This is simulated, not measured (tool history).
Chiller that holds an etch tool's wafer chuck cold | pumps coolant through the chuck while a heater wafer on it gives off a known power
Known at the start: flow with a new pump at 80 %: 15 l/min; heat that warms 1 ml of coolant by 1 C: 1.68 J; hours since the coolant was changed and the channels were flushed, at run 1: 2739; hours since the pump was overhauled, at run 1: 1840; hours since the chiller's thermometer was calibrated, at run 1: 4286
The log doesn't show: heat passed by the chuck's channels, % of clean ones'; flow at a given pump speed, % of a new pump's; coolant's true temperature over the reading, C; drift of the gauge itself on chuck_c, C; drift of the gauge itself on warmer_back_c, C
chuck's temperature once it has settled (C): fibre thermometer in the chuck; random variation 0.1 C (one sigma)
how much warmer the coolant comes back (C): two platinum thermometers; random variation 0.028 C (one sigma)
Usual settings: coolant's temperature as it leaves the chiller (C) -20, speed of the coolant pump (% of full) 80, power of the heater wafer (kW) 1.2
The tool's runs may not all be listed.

run,hour,coolant's temperature as it leaves the chiller (C),speed of the coolant pump (% of full),power of the heater wafer (kW),hours since the coolant was changed and the channels were flushed,hours since the pump was overhauled,hours since the chiller's thermometer was calibrated,chuck's temperature once it has settled (C),how much warmer the coolant comes back (C)
1,0,-20,80,1.2,2739,1840,4286,-10.6,2.98
2,53.4,-20,80,1.2,2792,1893,4340,-10.3,2.98
3,129.7,-20,80,1.2,2869,1969,4416,-10.2,2.99
4,170.2,-20,80,1.2,2909,2010,4457,-10.2,2.94
5,251.6,-20,80,1.2,2991,2091,4538,-10.1,2.97
6,326.3,-20,80,1.2,3065,2166,4613,-10.1,2.97
7,367.4,-24,76,1.2,3106,2207,4654,-13.6,3.16
8,423.5,-24,76,1.2,3162,2263,4710,-13.8,3.15
9,506.3,-27,75,0.61,3245,2346,4793,-21.5,1.65
# hour 537.9: chiller's thermometer calibrated
10,548,-27,75,0.61,3286,2386,10,-22,1.62
11,596.2,-26,65,1.383,3334,2435,58,-13.5,4.26

Forecast each of these 4 alternatives for the next run:
A,632.3,-14,80,1.2,3370,2471,94,?,?
B,632.3,-20,68,0.61,3370,2471,94,?,?
C,632.3,-18,61,1.725,3370,2471,94,?,?
D,632.3,-23,80,0.62,3370,2471,94,?,?

run,chuck's temperature once it has settled (C),how much warmer the coolant comes back (C)
A,-4.6,3
B,-14.8,1.79
C,-2,5.6
D,-18.1,1.54
Without the tool's hidden state the same runs would have given:
run,chuck's temperature once it has settled (C),how much warmer the coolant comes back (C)
A,-6.1,2.85
B,-15.6,1.71
C,-4.3,5.34
D,-18.8,1.46

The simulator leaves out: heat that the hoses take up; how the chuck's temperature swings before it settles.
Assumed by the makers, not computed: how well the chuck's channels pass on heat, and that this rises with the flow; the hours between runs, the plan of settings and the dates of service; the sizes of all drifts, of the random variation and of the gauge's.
